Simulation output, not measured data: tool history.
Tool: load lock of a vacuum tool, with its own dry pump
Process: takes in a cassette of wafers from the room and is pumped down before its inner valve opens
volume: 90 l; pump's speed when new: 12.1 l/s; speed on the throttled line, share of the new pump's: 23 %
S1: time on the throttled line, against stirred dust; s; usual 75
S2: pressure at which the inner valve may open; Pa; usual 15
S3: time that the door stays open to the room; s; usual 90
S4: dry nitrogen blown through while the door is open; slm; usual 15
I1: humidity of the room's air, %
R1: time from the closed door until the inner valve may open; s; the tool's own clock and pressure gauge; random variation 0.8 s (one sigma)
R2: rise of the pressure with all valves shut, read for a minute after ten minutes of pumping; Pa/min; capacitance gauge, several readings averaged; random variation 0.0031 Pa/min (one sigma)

Run 1, hour 0: usual settings; I1 45. Result: R1 124.8 s, R2 0.485 Pa/min.
Run 2, hour 320: usual settings; I1 45.9. Result: R1 123.9 s, R2 0.503 Pa/min.
Run 3, hour 588.8: usual settings; I1 44.2. Result: R1 124.5 s, R2 0.504 Pa/min.
At hour 1077.2: door's seal changed, seat wiped.
Run 4, hour 1080.3: usual settings; I1 40.4. Result: R1 124.3 s, R2 0.061 Pa/min.
Run 5, hour 1443.1: usual settings; I1 43. Result: R1 123.9 s, R2 0.064 Pa/min.
Run 6, hour 1968.6: usual settings; I1 44.1. Result: R1 123.7 s, R2 0.063 Pa/min.
Run 7, hour 2488.3: usual settings; I1 48.1. Result: R1 125.6 s, R2 0.084 Pa/min.
Run 8, hour 3076.9: usual settings but S1 87 s; I1 42.6. Result: R1 133 s, R2 0.077 Pa/min.
Run 9, hour 3619.3: usual settings; I1 41. Result: R1 126.1 s, R2 0.075 Pa/min.
Run 10, hour 4144.1: usual settings; I1 46.9. Result: R1 124.4 s, R2 0.09 Pa/min.
Run 11, hour 4756.2: usual settings but S3 59 s; I1 41.8. Result: R1 125.5 s, R2 0.071 Pa/min.
Run 12, hour 5104.1: usual settings but S4 29 slm; I1 42.3. Result: R1 128.8 s, R2 0.082 Pa/min.
Run 13, hour 5736.4: usual settings but S1 126 s, S2 14 Pa, S3 32 s, S4 9 slm; I1 46.9. Result: R1 165.4 s, R2 0.076 Pa/min.
Run 14, hour 6081.6: usual settings but S1 58 s, S2 18 Pa, S3 27 s, S4 25 slm; I1 49.4. Result: R1 113.3 s, R2 0.069 Pa/min.
Run 15, hour 6429.8: usual settings but S1 58 s, S2 18 Pa, S3 27 s, S4 25 slm; I1 42.4. Result: R1 113.8 s, R2 0.064 Pa/min.
Run 16, hour 7051.5: usual settings but S1 41 s, S2 20 Pa, S3 55 s, S4 20 slm; I1 45. Result: R1 100.8 s, R2 0.094 Pa/min.
Run 17, hour 7663.1: usual settings but S1 40 s, S2 20 Pa, S3 85 s, S4 28 slm; I1 45.9. Result: R1 99.2 s, R2 0.108 Pa/min.
Run 18, hour 8171: usual settings but S4 4 slm; I1 47.5. Result: R1 127.9 s, R2 0.154 Pa/min.
Run 19, hour 8634.6: usual settings but S2 29 Pa, S4 4 slm; I1 46.4. Result: R1 123.6 s, R2 0.157 Pa/min.
Run 20, hour 9131.7: usual settings but S3 72 s; I1 43.6. Result: R1 131 s, R2 0.134 Pa/min.
Run 21, hour 9747.8: usual settings but S3 72 s; I1 44.6. Result: R1 129.8 s, R2 0.144 Pa/min.

Measured less the same run without the tool's hidden state. The same run-to-run variation is in both; the gauge's scatter may not be:
The hidden state here: pump's speed, % of a new pump's; leak at the door's seal, Pa l/s; drift of the gauge itself on ready_s, %; drift of the gauge itself on rise_pa_min, %.
run    R1      R2
  1  +0.1  +0.425
  2  +0.3  +0.439
  3  +0.4  +0.441
  4  +0.7      +0
  5  +0.9  +0.002
  6  +1.2  +0.006
  7  +1.5  +0.009
  8  +1.6  +0.014
  9  +2.1  +0.018
 10  +2.3  +0.024
 11  +2.7   +0.03
 12  +2.9  +0.033
 13  +2.5  +0.039
 14  +3.7  +0.042
 15  +3.9  +0.046
 16  +4.6  +0.055
 17    +5  +0.061
 18  +4.7  +0.069
 19  +4.5  +0.075
 20  +5.4  +0.081
 21  +5.7   +0.09
